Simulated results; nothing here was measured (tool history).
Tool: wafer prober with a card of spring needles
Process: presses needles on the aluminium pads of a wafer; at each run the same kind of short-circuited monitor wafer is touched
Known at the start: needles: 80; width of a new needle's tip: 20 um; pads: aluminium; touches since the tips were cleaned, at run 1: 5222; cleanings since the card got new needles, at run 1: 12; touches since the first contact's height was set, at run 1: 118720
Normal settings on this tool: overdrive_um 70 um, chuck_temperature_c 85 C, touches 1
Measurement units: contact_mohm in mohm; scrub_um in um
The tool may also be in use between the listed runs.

run	hour	overdrive_um	chuck_temperature_c	touches	touches since the tips were cleaned	cleanings since the card got new needles	touches since the first contact's height was set	contact_mohm	scrub_um
1	0.0	70	85	1	5222	12	118720	191	18.96
# hour 8.2: tips cleaned on abrasive film
2	11.6	70	85	1	1273	13	123016	184	18.95
# hour 30.5: tips cleaned on abrasive film
3	30.6	70	85	1	34	14	130013	187	18.94
4	41.1	70	85	1	3955	14	133934	185	18.97
# hour 52.3: tips cleaned on abrasive film
5	60.5	70	85	1	3039	15	141105	191	18.91
# hour 73.8: tips cleaned on abrasive film
6	77.8	65	85	1	1484	16	147521	188	17.60
# hour 95.4: tips cleaned on abrasive film
7	97.5	65	85	1	806	17	154817	189	17.53
8	112.0	70	85	1	6165	17	160176	188	18.90
# hour 117.6: tips cleaned on abrasive film
9	130.3	70	85	1	4707	18	166953	188	18.94
# hour 139.2: tips cleaned on abrasive film
10	148.6	70	85	1	3491	19	173723	190	18.89
# hour 161.4: tips cleaned on abrasive film
# hour 162.6: height of the first contact set anew
11	169.2	82	85	1	2789	20	2439	185	22.11
# hour 183.9: tips cleaned on abrasive film
12	188.8	82	85	1	1798	21	9684	183	22.13
# hour 206.8: tips cleaned on abrasive film
13	207.1	70	85	1	121	22	16468	186	18.89
14	215.9	70	85	1	3397	22	19744	186	18.84
# hour 228.8: tips cleaned on abrasive film
15	230.7	70	85	1	682	23	25192	187	18.86
16	240.3	70	85	1	4279	23	28789	193	18.87
# hour 251.1: tips cleaned on abrasive film
17	255.5	70	85	2	1644	24	34407	188	18.83
18	266.5	58	69	2	5715	24	38478	187	15.61
# hour 272.9: tips cleaned on abrasive film
19	279.7	58	69	2	2510	25	43351	187	15.58
20	291.1	66	51	3	6767	25	47608	184	17.72
# hour 294.7: tips cleaned on abrasive film
21	306.1	57	102	1	4236	26	53126	193	15.33
# hour 316.6: tips cleaned on abrasive film
22	319.9	57	102	1	1223	27	58243	194	15.32
23	333.0	68	80	1	6107	27	63127	184	18.26
# hour 338.4: tips cleaned on abrasive film
24	346.7	68	80	1	3085	28	68150	186	18.23
25	357.6	85	34	2	7157	28	72222	170	22.76
# hour 360.5: tips cleaned on abrasive film
26	369.7	70	63	2	3423	29	76681	185	18.82
# hour 382.3: tips cleaned on abrasive film
27	388.5	70	63	2	2298	30	83639	182	18.76
# hour 405.1: tips cleaned on abrasive film
28	405.1	87	80	1	0	31	89785	183	23.32
29	413.3	87	80	1	3030	31	92815	186	23.25
30	425.7	87	80	1	7661	31	97446	185	23.29
# hour 427.7: tips cleaned on abrasive film
31	434.9	68	85	3	2679	32	100820	187	18.19
# hour 442.8: gauge calibrated
# hour 449.5: tips cleaned on abrasive film
32	454.1	53	37	1	1712	33	107929	183	14.34

Each row is a separate what-if for the run after 32, all from the same tool condition, not one after another. Results?
A	464.1	54	37	1	5426	33	111643	?	?
B	464.1	58	67	3	5426	33	111643	?	?
C	464.1	53	27	1	5426	33	111643	?	?
D	464.1	70	63	1	5426	33	111643	?	?
E	464.1	55	37	1	5426	33	111643	?	?

run	contact_mohm	scrub_um
A	182	14.61
B	188	15.71
C	182	14.40
D	181	18.96
E	183	14.90
Without the tool's hidden state the same runs would have given:
run	contact_mohm	scrub_um
A	180	14.63
B	187	15.72
C	180	14.41
D	181	18.98
E	182	14.91
